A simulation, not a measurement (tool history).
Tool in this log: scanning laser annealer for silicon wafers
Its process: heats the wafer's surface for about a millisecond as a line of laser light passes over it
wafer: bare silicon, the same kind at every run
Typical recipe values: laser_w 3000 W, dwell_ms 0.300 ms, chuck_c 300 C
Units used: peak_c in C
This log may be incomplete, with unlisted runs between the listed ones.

run     day  laser_w  dwell_ms  chuck_c  peak_c
  1   0.000     3000     0.300      300    1061
  2   1.417     3000     0.300      300    1060
  3   3.550     3000     0.263      300    1016
  4   7.021     3000     0.263      300    1013
  5   9.267     3000     0.263      300    1013
  6  11.617     3000     0.263      300    1012
  7  14.167     3000     0.300      300    1052
  8  16.429     3000     0.300      300    1052
  9  18.879     3000     0.352      300    1107
 10  22.054     3000     0.300      301    1049
 11  24.888     3000     0.300      301    1047
     26.417  -- window over the wafer cleaned
 12  28.021     3000     0.300      301    1035
     28.725  -- optics aligned, line set to its width
 13  31.367     3000     0.300      301    1052
 14  33.042     3000     0.300      301    1050
     34.058  -- window over the wafer cleaned, once more
 15  34.646     3000     0.300      301    1086
 16  37.808     3000     0.300      300    1078
 17  39.804     3000     0.300      300    1078
 18  41.346     3000     0.239      300    1005
 19  44.321     3000     0.239      300    1003
 20  47.067     3000     0.267      300    1033
 21  48.546     2660     0.300      312     985
 22  51.500     2887     0.264      290     987
 23  54.517     2551     0.357      290     982
 24  56.067     3036     0.330      300    1116
 25  58.783     3036     0.330      300    1114
 26  61.054     3036     0.330      300    1112
 27  63.796     3276     0.277      290    1108
 28  65.675     3088     0.253      297    1028
 29  67.729     3088     0.253      297    1030
 30  69.496     3040     0.288      265    1029
 31  72.083     3040     0.211      298     957
 32  74.817     2581     0.345      300     980

Run 33 has not been measured yet. What should we expect?
 33  76.671     3268     0.218      329       ?

peak_c: 1056 C
Without the tool's hidden state the same run would have given peak_c 1079 C.
